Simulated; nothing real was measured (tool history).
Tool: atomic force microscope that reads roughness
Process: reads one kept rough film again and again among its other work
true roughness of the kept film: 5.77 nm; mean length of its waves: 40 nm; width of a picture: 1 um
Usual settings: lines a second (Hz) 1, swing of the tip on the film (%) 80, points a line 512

run,hour,lines a second (Hz),swing of the tip on the film (%),points a line,roughness of the kept film (nm (root mean square))
1,0,1,80,512,4.314
2,18.2,1,80,512,4.205
3,42.1,1,80,723,4.086
4,64.4,1,80,723,4.007
5,89.4,1,80,512,3.877
6,100.9,1,80,512,4.834
7,122.3,1,80,512,4.702
8,143.4,3.37,80,512,4.233
9,154.6,3.37,80,512,4.172
10,176.2,3.37,80,512,4.082
11,202.6,3.37,80,512,3.917
12,218.4,3.37,80,512,3.872
13,241.6,1,66,512,4.111
14,259.3,3.8,80,512,3.629
15,274.4,3.8,80,512,3.583
16,286.8,1,80,512,4.794
17,301,1,80,512,4.749
18,324.1,1,80,512,4.628
19,340.3,1,80,512,4.505
20,351.9,1,80,512,4.473
21,367.8,1,80,512,4.334
22,384.4,1,62,512,4.355
23,404.5,1,62,512,4.27
24,424.5,3.39,79,640,3.824
25,444.1,3.39,79,640,3.776
26,463.6,2.67,88,785,4.39
27,487.1,1,80,678,4.656
28,509.2,1,80,320,4.526
29,522.1,3.65,80,320,4.102
30,547.8,3.65,80,320,3.981
31,574.5,3.65,80,320,3.856
32,586.4,3.65,80,320,3.797
33,601,3.65,80,320,3.754
34,620.5,3.65,80,320,3.653
35,640.6,3.65,69,320,4.71
36,663.2,0.57,80,612,4.842
37,674.6,0.57,80,612,4.772
38,701.4,1,71,758,4.612
39,727.9,1,64,512,4.512
40,750,1,64,512,4.399
41,768.6,2.8,80,597,4.003
42,782.8,2.8,76,425,3.957
43,802.9,2.8,77,910,3.876
44,828,0.82,87,636,4.848
45,840.7,1,84,431,4.735
46,859.6,1.38,81,1019,4.622

Not shown: 5 entries that the log had between the listed runs. Between which runs, and how does the tool's hidden state differ before and after?
Between runs 5 and 6: new tip fitted (hour 93.9)
  radius of the tip, nm: 30.7 -> 11.8; height scale over the true one, %: 0.31 -> 0.32
  measured less the result without the state, roughness of the kept film (nm (root mean square)): -0.986 -> -0.091
Between runs 15 and 16: new tip fitted (hour 276)
  radius of the tip, nm: 30.5 -> 11.3; height scale over the true one, %: 0.45 -> 0.46
  measured less the result without the state, roughness of the kept film (nm (root mean square)): -0.898 -> -0.056
Between runs 25 and 26: new tip fitted (hour 457.5)
  radius of the tip, nm: 28 -> 11.8; height scale over the true one, %: 0.58 -> 0.59
  measured less the result without the state, roughness of the kept film (nm (root mean square)): -0.82 -> -0.071
Between runs 34 and 35: new tip fitted (hour 640.6)
  radius of the tip, nm: 28.8 -> 10.2; height scale over the true one, %: 0.71 -> 0.72
  measured less the result without the state, roughness of the kept film (nm (root mean square)): -0.826 -> +0.021
Between runs 43 and 44: new tip fitted (hour 824.1)
  radius of the tip, nm: 27.6 -> 10.8; height scale over the true one, %: 0.85 -> 0.87
  measured less the result without the state, roughness of the kept film (nm (root mean square)): -0.812 -> -0.008
